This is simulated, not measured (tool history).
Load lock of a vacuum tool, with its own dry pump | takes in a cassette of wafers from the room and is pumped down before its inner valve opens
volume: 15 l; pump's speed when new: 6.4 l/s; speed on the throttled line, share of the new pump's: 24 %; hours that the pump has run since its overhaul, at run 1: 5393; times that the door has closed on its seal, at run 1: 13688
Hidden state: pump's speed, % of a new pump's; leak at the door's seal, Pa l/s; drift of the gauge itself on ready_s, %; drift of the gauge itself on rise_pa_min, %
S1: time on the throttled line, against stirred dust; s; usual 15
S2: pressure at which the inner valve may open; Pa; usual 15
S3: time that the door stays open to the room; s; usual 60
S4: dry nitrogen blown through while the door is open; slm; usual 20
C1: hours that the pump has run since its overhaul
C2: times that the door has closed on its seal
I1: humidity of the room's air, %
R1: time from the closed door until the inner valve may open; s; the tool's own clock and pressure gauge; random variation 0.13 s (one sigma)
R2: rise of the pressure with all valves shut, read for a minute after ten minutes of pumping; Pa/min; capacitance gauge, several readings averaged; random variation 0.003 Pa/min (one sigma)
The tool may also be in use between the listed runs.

run      day  S1  S2   S3  S4     C1     C2    I1    R1     R2
  1    0.000  15  15   60  20   5393  13688  44.8  32.7  0.104
  2    7.533  15  15   60  20   5574  14383  44.9  32.9  0.108
  3   11.029  15  19   60  20   5658  14706  49.7  32.1  0.108
  4   14.550  15  19   60  20   5742  15031  44.5  32.3  0.106
  5   20.204  15  19   60  20   5878  15553  48.1  32.6  0.110
  6   23.708  15  19   60  20   5962  15877  46.0  32.3  0.113
  7   28.454  15  19   60  20   6076  16315  47.1  32.2  0.116
  8   34.888  15  15   60  20   6230  16910  44.6  32.8  0.116
  9   38.254  15  15   60  20   6311  17221  44.9  32.9  0.114
 10   45.796  20  15   60  20   6492  17917  47.1  36.6  0.122
 11   53.546  20  15   60  20   6678  18633  45.7  36.6  0.124
 12   61.108  20  15   60  23   6860  19331  42.8  36.7  0.116
 13   68.029  20  15   60   5   7026  19970  43.3  36.6  0.158
 14   74.204  15  20   60  20   7174  20541  41.8  32.3  0.132
 15   78.454  15  15   60   5   7276  20933  42.2  33.3  0.154
 16   85.929  15  15   60  20   7455  21623  43.2  33.0  0.135
 17   89.721  15  15   60  20   7546  21974  44.6  33.1  0.134
 18   96.221  15  15   60  20   7702  22574  47.8  33.1  0.145
 19  101.179   9  15  143  30   7821  23032  46.7  28.6  0.175
 20  106.733   9  15  143  30   7955  23545  43.5  28.6  0.177
 21  114.617   9  15   53  27   8144  24273  44.2  28.8  0.141
 22  121.588  15  24   47  20   8311  24917  44.8  32.0  0.146
 23  127.204  15  24   47  20   8446  25435  39.2  31.9  0.143
 24  133.375  15  24   47  20   8594  26005  43.4  31.9  0.155
 25  139.592  15  24   47  37   8743  26579  45.1  32.1  0.149
 26  146.292  15  24   47  37   8904  27198  44.4  31.9  0.149
 27  151.046  15  24   47  37   9018  27637  44.3  32.0  0.158
 28  158.696  15  25   60  37   9202  28344  46.7  32.2  0.166
 29  164.975  20  25   59   5   9352  28924  42.4  35.7  0.199
 30  170.900  15  22   60  10   9495  29471  46.6  32.6  0.202
 31  178.483  27  22   94  11   9677  30171  48.6  41.1  0.229
 32  184.250  22  22  151  11   9815  30704  43.0  37.6  0.254
 33  191.608  22  22  151  11   9992  31383  45.6  37.8  0.261
 34  196.588  12  24  158  20  10111  31843  46.5  30.1  0.251
 35  204.321  12  24  158  20  10297  32557  45.0  30.0  0.250
 36  211.475   8  15   60  12  10468  33218  42.2  28.1  0.214

Measured less the same run without the tool's hidden state. The same run-to-run variation is in both; the gauge's scatter may not be:
run    R1      R2
  1  +0.7  +0.045
  2  +0.7  +0.047
  3  +0.7  +0.047
  4  +0.8  +0.050
  5  +0.8  +0.051
  6  +0.8  +0.054
  7  +0.7  +0.055
  8  +0.8  +0.059
  9  +0.8  +0.059
 10  +0.8  +0.061
 11  +0.8  +0.066
 12  +0.8  +0.067
 13  +0.9  +0.073
 14  +0.9  +0.074
 15  +1.0  +0.078
 16  +1.0  +0.080
 17  +0.9  +0.082
 18  +0.9  +0.086
 19  +1.1  +0.089
 20  +1.1  +0.093
 21  +1.2  +0.095
 22  +1.0  +0.098
 23  +1.0  +0.102
 24  +1.1  +0.104
 25  +1.0  +0.109
 26  +1.0  +0.112
 27  +1.1  +0.116
 28  +1.2  +0.119
 29  +1.0  +0.121
 30  +1.2  +0.124
 31  +1.0  +0.129
 32  +1.1  +0.132
 33  +1.2  +0.137
 34  +1.3  +0.145
 35  +1.3  +0.144
 36  +1.5  +0.150
